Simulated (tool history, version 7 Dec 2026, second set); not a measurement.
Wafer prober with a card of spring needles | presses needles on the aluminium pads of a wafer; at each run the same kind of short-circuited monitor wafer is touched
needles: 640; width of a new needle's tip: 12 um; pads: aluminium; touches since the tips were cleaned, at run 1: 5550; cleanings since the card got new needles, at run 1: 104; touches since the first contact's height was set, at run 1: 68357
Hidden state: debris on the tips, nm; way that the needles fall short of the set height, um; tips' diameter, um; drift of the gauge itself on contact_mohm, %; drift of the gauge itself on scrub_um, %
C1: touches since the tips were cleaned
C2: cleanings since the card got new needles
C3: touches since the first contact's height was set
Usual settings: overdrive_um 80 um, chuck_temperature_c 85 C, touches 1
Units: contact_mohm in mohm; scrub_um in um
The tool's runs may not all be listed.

run 1 day=0.000 | overdrive_um=80 chuck_temperature_c=85 touches=1 | C1=5550 C2=104 C3=68357 | contact_mohm=233 scrub_um=18.27
-- day=0.208 tips cleaned on abrasive film
-- day=1.217 tips cleaned on abrasive film
-- day=2.233 tips cleaned on abrasive film
-- day=3.058 tips cleaned on abrasive film
run 2 day=3.158 | overdrive_um=80 chuck_temperature_c=85 touches=1 | C1=742 C2=108 C3=92384 | contact_mohm=211 scrub_um=18.15
-- day=4.079 tips cleaned on abrasive film
-- day=5.004 tips cleaned on abrasive film
-- day=5.992 tips cleaned on abrasive film
run 3 day=6.504 | overdrive_um=80 chuck_temperature_c=84 touches=1 | C1=3908 C2=111 C3=117901 | contact_mohm=234 scrub_um=18.12
-- day=6.917 tips cleaned on abrasive film
-- day=7.908 tips cleaned on abrasive film
-- day=8.733 tips cleaned on abrasive film
run 4 day=8.796 | overdrive_um=75 chuck_temperature_c=85 touches=1 | C1=487 C2=114 C3=135362 | contact_mohm=213 scrub_um=16.86
-- day=9.621 tips cleaned on abrasive film
-- day=10.567 tips cleaned on abrasive film
-- day=11.558 tips cleaned on abrasive film
run 5 day=11.558 | overdrive_um=75 chuck_temperature_c=85 touches=1 | C1=0 C2=117 C3=156403 | contact_mohm=205 scrub_um=16.71
-- day=12.567 tips cleaned on abrasive film
-- day=12.988 height of the first contact set anew
-- day=13.404 tips cleaned on abrasive film
-- day=14.396 tips cleaned on abrasive film
run 6 day=14.446 | overdrive_um=75 chuck_temperature_c=85 touches=1 | C1=373 C2=120 C3=11089 | contact_mohm=212 scrub_um=17.32
-- day=15.271 tips cleaned on abrasive film
-- day=16.262 tips cleaned on abrasive film
-- day=17.275 tips cleaned on abrasive film
run 7 day=17.842 | overdrive_um=80 chuck_temperature_c=92 touches=1 | C1=4314 C2=123 C3=36971 | contact_mohm=238 scrub_um=18.45
-- day=18.254 tips cleaned on abrasive film
-- day=19.079 tips cleaned on abrasive film
-- day=19.496 tips cleaned on abrasive film, once more
-- day=20.488 tips cleaned on abrasive film
-- day=21.446 tips cleaned on abrasive film
run 8 day=21.446 | overdrive_um=80 chuck_temperature_c=85 touches=1 | C1=0 C2=128 C3=64387 | contact_mohm=208 scrub_um=18.26
-- day=22.458 tips cleaned on abrasive film
-- day=23.283 tips cleaned on abrasive film
-- day=24.267 tips cleaned on abrasive film
-- day=25.092 tips cleaned on abrasive film
run 9 day=25.292 | overdrive_um=80 chuck_temperature_c=85 touches=3 | C1=1531 C2=132 C3=93695 | contact_mohm=210 scrub_um=18.17
-- day=26.017 tips cleaned on abrasive film
-- day=26.962 tips cleaned on abrasive film
-- day=27.925 tips cleaned on abrasive film
run 10 day=27.925 | overdrive_um=80 chuck_temperature_c=85 touches=3 | C1=0 C2=135 C3=113762 | contact_mohm=206 scrub_um=18.10
-- day=28.892 tips cleaned on abrasive film
-- day=29.717 tips cleaned on abrasive film
-- day=30.738 tips cleaned on abrasive film
-- day=31.696 tips cleaned on abrasive film
run 11 day=31.700 | overdrive_um=80 chuck_temperature_c=85 touches=3 | C1=22 C2=139 C3=142507 | contact_mohm=209 scrub_um=17.98
-- day=32.692 tips cleaned on abrasive film
-- day=33.704 tips cleaned on abrasive film
run 12 day=34.071 | overdrive_um=70 chuck_temperature_c=85 touches=1 | C1=2818 C2=141 C3=160602 | contact_mohm=239 scrub_um=15.77
-- day=34.662 tips cleaned on abrasive film
-- day=35.083 height of the first contact set anew
-- day=35.704 tips cleaned on abrasive film
run 13 day=36.508 | overdrive_um=70 chuck_temperature_c=85 touches=1 | C1=6158 C2=143 C3=10857 | contact_mohm=259 scrub_um=16.30
-- day=36.717 tips cleaned on abrasive film
-- day=37.733 tips cleaned on abrasive film
-- day=38.738 tips cleaned on abrasive film
-- day=39.562 tips cleaned on abrasive film
run 14 day=40.200 | overdrive_um=70 chuck_temperature_c=85 touches=1 | C1=4880 C2=147 C3=38993 | contact_mohm=250 scrub_um=16.04
-- day=40.412 tips cleaned on abrasive film
-- day=41.442 tips cleaned on abrasive film
-- day=42.267 tips cleaned on abrasive film
-- day=43.200 tips cleaned on abrasive film
run 15 day=43.200 | overdrive_um=70 chuck_temperature_c=85 touches=1 | C1=0 C2=151 C3=61818 | contact_mohm=209 scrub_um=16.05
-- day=44.167 tips cleaned on abrasive film
-- day=45.142 tips cleaned on abrasive film
run 16 day=45.633 | overdrive_um=70 chuck_temperature_c=95 touches=1 | C1=3780 C2=153 C3=80381 | contact_mohm=252 scrub_um=15.96
-- day=46.050 tips cleaned on abrasive film
-- day=46.875 tips cleaned on abrasive film
-- day=47.812 tips cleaned on abrasive film
run 17 day=48.358 | overdrive_um=69 chuck_temperature_c=112 touches=2 | C1=4185 C2=156 C3=101132 | contact_mohm=236 scrub_um=15.63
-- day=48.733 tips cleaned on abrasive film
-- day=49.750 tips cleaned on abrasive film
-- day=50.767 tips cleaned on abrasive film
-- day=51.750 tips cleaned on abrasive film
run 18 day=51.879 | overdrive_um=80 chuck_temperature_c=85 touches=2 | C1=985 C2=160 C3=127935 | contact_mohm=213 scrub_um=18.06
-- day=52.700 tips cleaned on abrasive film
-- day=53.688 tips cleaned on abrasive film
-- day=54.188 card fitted with new needles
run 19 day=54.892 | overdrive_um=87 chuck_temperature_c=64 touches=1 | C1=5388 C2=0 C3=5388 | contact_mohm=226 scrub_um=20.18
-- day=55.104 tips cleaned on abrasive film
-- day=56.117 tips cleaned on abrasive film
-- day=57.100 tips cleaned on abrasive film
-- day=57.933 tips cleaned on abrasive film
run 20 day=57.933 | overdrive_um=87 chuck_temperature_c=64 touches=1 | C1=0 C2=4 C3=28506 | contact_mohm=202 scrub_um=20.03
-- day=58.921 tips cleaned on abrasive film
-- day=59.746 tips cleaned on abrasive film
run 21 day=60.312 | overdrive_um=87 chuck_temperature_c=64 touches=1 | C1=4347 C2=6 C3=46676 | contact_mohm=224 scrub_um=19.85
-- day=60.729 tips cleaned on abrasive film
-- day=61.725 tips cleaned on abrasive film
-- day=62.708 tips cleaned on abrasive film
-- day=63.717 tips cleaned on abrasive film
run 22 day=64.208 | overdrive_um=80 chuck_temperature_c=100 touches=2 | C1=3760 C2=10 C3=76333 | contact_mohm=223 scrub_um=18.19
-- day=64.621 tips cleaned on abrasive film
-- day=65.650 tips cleaned on abrasive film
-- day=66.671 tips cleaned on abrasive film
run 23 day=67.254 | overdrive_um=80 chuck_temperature_c=100 touches=2 | C1=4455 C2=13 C3=99551 | contact_mohm=217 scrub_um=18.19
-- day=67.671 tips cleaned on abrasive film
-- day=68.496 tips cleaned on abrasive film
-- day=69.467 tips cleaned on abrasive film
-- day=70.479 tips cleaned on abrasive film
run 24 day=70.725 | overdrive_um=62 chuck_temperature_c=92 touches=2 | C1=1871 C2=17 C3=125992 | contact_mohm=217 scrub_um=13.92
-- day=71.504 tips cleaned on abrasive film
-- day=72.462 tips cleaned on abrasive film
run 25 day=72.521 | overdrive_um=85 chuck_temperature_c=67 touches=2 | C1=456 C2=19 C3=139673 | contact_mohm=203 scrub_um=19.19
-- day=73.346 tips cleaned on abrasive film
run 26 day=74.108 | overdrive_um=73 chuck_temperature_c=34 touches=3 | C1=5829 C2=20 C3=151781 | contact_mohm=203 scrub_um=16.48
-- day=74.292 tips cleaned on abrasive film
-- day=75.117 tips cleaned on abrasive film
run 27 day=75.717 | overdrive_um=73 chuck_temperature_c=34 touches=3 | C1=4599 C2=22 C3=164030 | contact_mohm=205 scrub_um=16.35

4 ways to go on from here, each from the tool as it stands after run 27. What would each give?
-- day=76.088 tips cleaned on abrasive film
-- day=76.308 height of the first contact set anew
-- day=76.925 tips cleaned on abrasive film
-- day=77.908 tips cleaned on abrasive film
-- day=78.896 tips cleaned on abrasive film
run A day=79.362 | overdrive_um=72 chuck_temperature_c=34 touches=1 | C1=3559 C2=26 C3=23273 | contact_mohm=? scrub_um=?
-- day=76.088 tips cleaned on abrasive film
-- day=76.308 height of the first contact set anew
-- day=76.925 tips cleaned on abrasive film
-- day=77.908 tips cleaned on abrasive film
-- day=78.896 tips cleaned on abrasive film
run B day=79.362 | overdrive_um=80 chuck_temperature_c=75 touches=1 | C1=3559 C2=26 C3=23273 | contact_mohm=? scrub_um=?
-- day=76.088 tips cleaned on abrasive film
-- day=76.308 height of the first contact set anew
-- day=76.925 tips cleaned on abrasive film
-- day=77.908 tips cleaned on abrasive film
-- day=78.896 tips cleaned on abrasive film
run C day=79.362 | overdrive_um=72 chuck_temperature_c=52 touches=2 | C1=3559 C2=26 C3=23273 | contact_mohm=? scrub_um=?
-- day=76.088 tips cleaned on abrasive film
-- day=76.308 height of the first contact set anew
-- day=76.925 tips cleaned on abrasive film
-- day=77.908 tips cleaned on abrasive film
-- day=78.896 tips cleaned on abrasive film
run D day=79.362 | overdrive_um=82 chuck_temperature_c=116 touches=3 | C1=3559 C2=26 C3=23273 | contact_mohm=? scrub_um=?

run=A contact_mohm=220 scrub_um=16.56
run=B contact_mohm=225 scrub_um=18.46
run=C contact_mohm=212 scrub_um=16.55
run=D contact_mohm=214 scrub_um=18.93
Without the tool's hidden state the same runs would have given:
run=A contact_mohm=195 scrub_um=16.63
run=B contact_mohm=203 scrub_um=18.52
run=C contact_mohm=198 scrub_um=16.61
run=D contact_mohm=207 scrub_um=19.00
